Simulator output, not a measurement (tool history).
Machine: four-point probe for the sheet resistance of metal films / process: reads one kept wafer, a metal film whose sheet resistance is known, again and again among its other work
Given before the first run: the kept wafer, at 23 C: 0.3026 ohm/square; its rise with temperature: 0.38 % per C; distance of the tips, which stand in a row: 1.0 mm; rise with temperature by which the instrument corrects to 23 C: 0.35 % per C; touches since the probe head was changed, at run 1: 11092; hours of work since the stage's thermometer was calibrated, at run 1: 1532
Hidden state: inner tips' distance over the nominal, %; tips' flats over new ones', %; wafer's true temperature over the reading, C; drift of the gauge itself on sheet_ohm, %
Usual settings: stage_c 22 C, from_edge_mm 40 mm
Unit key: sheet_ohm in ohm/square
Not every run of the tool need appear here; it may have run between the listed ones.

run,hour,stage_c,from_edge_mm,touches since the probe head was changed,hours of work since the stage's thermometer was calibrated,sheet_ohm
1,0.0,22,40,11092,1532,0.303533
2,33.5,27,40,11624,1552,0.304034
3,54.6,27,40,11959,1564,0.304023
4,88.7,27,40,12500,1584,0.304008
5,114.1,28,40,12904,1599,0.304133
6,146.7,28,40,13420,1618,0.304099
7,164.0,25,40,13695,1628,0.303730
# hour 166.6: stage's thermometer calibrated
8,187.4,25,40,14059,12,0.303269
9,217.0,22,9,14528,30,0.304894
10,238.4,22,9,14868,42,0.304773
11,254.4,22,9,15122,52,0.304813
12,288.1,22,40,15657,72,0.302939
13,307.5,22,5,15965,83,0.309211
14,326.2,22,69,16261,94,0.302931
15,343.2,22,69,16531,104,0.303027
16,364.6,22,69,16870,117,0.303008
17,402.4,22,40,17471,139,0.302893
18,436.3,28,3,18008,159,0.320512
19,454.0,19,75,18290,169,0.302569
20,469.6,18,3,18537,178,0.319246
21,499.7,18,3,19015,196,0.319415
22,537.2,23,6,19611,218,0.307392
23,567.8,23,6,20097,236,0.307364
24,588.0,21,70,20417,248,0.302784
25,608.7,21,70,20745,260,0.302640
26,645.3,19,63,21325,282,0.302580
27,661.9,19,63,21589,292,0.302521
28,678.3,19,63,21849,301,0.302495
29,695.8,27,10,22127,312,0.304850
30,731.4,26,26,22693,333,0.303476
31,748.8,26,26,22969,343,0.303442
32,770.5,27,8,23314,356,0.305751
33,801.3,27,8,23802,374,0.305882
34,822.1,23,26,24131,386,0.303021

Predict each of these 5 candidate next runs independently; none follows another, all start after run 34:
A,842.4,27,40,24455,398,?
B,842.4,26,40,24455,398,?
C,842.4,22,26,24455,398,?
D,842.4,23,8,24455,398,?
E,842.4,22,16,24455,398,?

run,sheet_ohm
A,0.303251
B,0.303276
C,0.303040
D,0.305429
E,0.303396
Take away the tool's hidden state, keep each run's random variation, and the runs would have read:
run,sheet_ohm
A,0.302979
B,0.303003
C,0.302766
D,0.305152
E,0.303121

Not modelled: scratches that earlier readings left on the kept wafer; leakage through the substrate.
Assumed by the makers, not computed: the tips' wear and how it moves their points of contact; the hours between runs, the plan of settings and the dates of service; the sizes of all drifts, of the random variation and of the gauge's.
